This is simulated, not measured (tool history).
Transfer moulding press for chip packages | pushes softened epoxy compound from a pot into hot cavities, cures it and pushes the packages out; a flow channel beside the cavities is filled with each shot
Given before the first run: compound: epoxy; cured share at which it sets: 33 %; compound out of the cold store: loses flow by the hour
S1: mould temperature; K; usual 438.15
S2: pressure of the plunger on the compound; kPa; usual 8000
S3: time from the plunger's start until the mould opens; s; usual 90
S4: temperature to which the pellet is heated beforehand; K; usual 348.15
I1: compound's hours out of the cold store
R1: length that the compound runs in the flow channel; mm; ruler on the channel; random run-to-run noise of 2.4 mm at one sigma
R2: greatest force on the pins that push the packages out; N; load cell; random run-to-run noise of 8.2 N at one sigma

run 1 hour=0.0 | S1=438.15 S2=8000 S3=90 S4=348.15 | I1=19.3 | R1=650 R2=466
-- hour=34.2 cavities cleaned with cleaning compound and waxed
run 2 hour=54.5 | S1=437.15 S2=8000 S3=90 S4=348.15 | I1=12.6 | R1=661 R2=505
-- hour=91.2 cavities cleaned with cleaning compound and waxed
run 3 hour=126.7 | S1=432.15 S2=8000 S3=90 S4=348.15 | I1=25.2 | R1=649 R2=714
-- hour=146.1 cavities cleaned with cleaning compound and waxed
run 4 hour=189.3 | S1=432.15 S2=8000 S3=90 S4=348.15 | I1=45.0 | R1=616 R2=657
-- hour=201.5 cavities cleaned with cleaning compound and waxed
-- hour=209.4 plunger's sealing rings changed
run 5 hour=244.4 | S1=438.15 S2=9600 S3=90 S4=348.15 | I1=29.4 | R1=687 R2=453
-- hour=261.5 cavities cleaned with cleaning compound and waxed
run 6 hour=278.8 | S1=438.15 S2=9600 S3=90 S4=348.15 | I1=11.3 | R1=733 R2=454
-- hour=316.2 cavities cleaned with cleaning compound and waxed
run 7 hour=343.2 | S1=438.15 S2=9600 S3=90 S4=348.15 | I1=43.8 | R1=663 R2=434
-- hour=371.6 cavities cleaned with cleaning compound and waxed
run 8 hour=403.5 | S1=438.15 S2=8000 S3=90 S4=357.15 | I1=37.8 | R1=614 R2=439
-- hour=426.6 cavities cleaned with cleaning compound and waxed
run 9 hour=474.1 | S1=438.15 S2=8000 S3=90 S4=357.15 | I1=18.9 | R1=651 R2=459
-- hour=480.9 cavities cleaned with cleaning compound and waxed
run 10 hour=526.8 | S1=437.15 S2=6450 S3=106 S4=347.15 | I1=28.3 | R1=573 R2=378
-- hour=540.2 cavities cleaned with cleaning compound and waxed
run 11 hour=580.4 | S1=437.15 S2=6450 S3=106 S4=347.15 | I1=19.4 | R1=584 R2=391
-- hour=594.4 cavities cleaned with cleaning compound and waxed
-- hour=649.6 cavities cleaned with cleaning compound and waxed
run 12 hour=650.7 | S1=438.15 S2=8000 S3=108 S4=348.15 | I1=43.7 | R1=605 R2=372
run 13 hour=680.3 | S1=438.15 S2=8000 S3=76 S4=339.15 | I1=33.9 | R1=624 R2=711
-- hour=707.3 cavities cleaned with cleaning compound and waxed
run 14 hour=714.2 | S1=442.15 S2=6190 S3=116 S4=345.15 | I1=18.2 | R1=567 R2=345
run 15 hour=745.4 | S1=441.15 S2=8000 S3=113 S4=348.15 | I1=16.2 | R1=649 R2=350
-- hour=764.9 cavities cleaned with cleaning compound and waxed
run 16 hour=778.3 | S1=441.15 S2=8000 S3=113 S4=348.15 | I1=12.4 | R1=649 R2=336
-- hour=822.5 cavities cleaned with cleaning compound and waxed
run 17 hour=830.2 | S1=443.15 S2=8970 S3=116 S4=347.15 | I1=12.5 | R1=688 R2=349

Forecast each of these 5 alternatives for the next run:
-- hour=879.2 cavities cleaned with cleaning compound and waxed
run A hour=896.2 | S1=442.15 S2=8000 S3=90 S4=350.15 | I1=9.0 | R1=? R2=?
-- hour=879.2 cavities cleaned with cleaning compound and waxed
run B hour=896.2 | S1=437.15 S2=9080 S3=116 S4=347.15 | I1=46.5 | R1=? R2=?
-- hour=879.2 cavities cleaned with cleaning compound and waxed
run C hour=896.2 | S1=431.15 S2=9380 S3=116 S4=348.15 | I1=26.3 | R1=? R2=?
-- hour=879.2 cavities cleaned with cleaning compound and waxed
run D hour=896.2 | S1=443.15 S2=8630 S3=116 S4=347.15 | I1=35.9 | R1=? R2=?
-- hour=879.2 cavities cleaned with cleaning compound and waxed
run E hour=896.2 | S1=439.15 S2=8000 S3=81 S4=343.15 | I1=16.3 | R1=? R2=?

run=A R1=662 R2=384
run=B R1=636 R2=351
run=C R1=710 R2=432
run=D R1=634 R2=358
run=E R1=660 R2=580
Stripped of hidden state, with their random variation kept, the same runs would have yielded:
run=A R1=664 R2=382
run=B R1=638 R2=349
run=C R1=712 R2=430
run=D R1=636 R2=356
run=E R1=663 R2=578
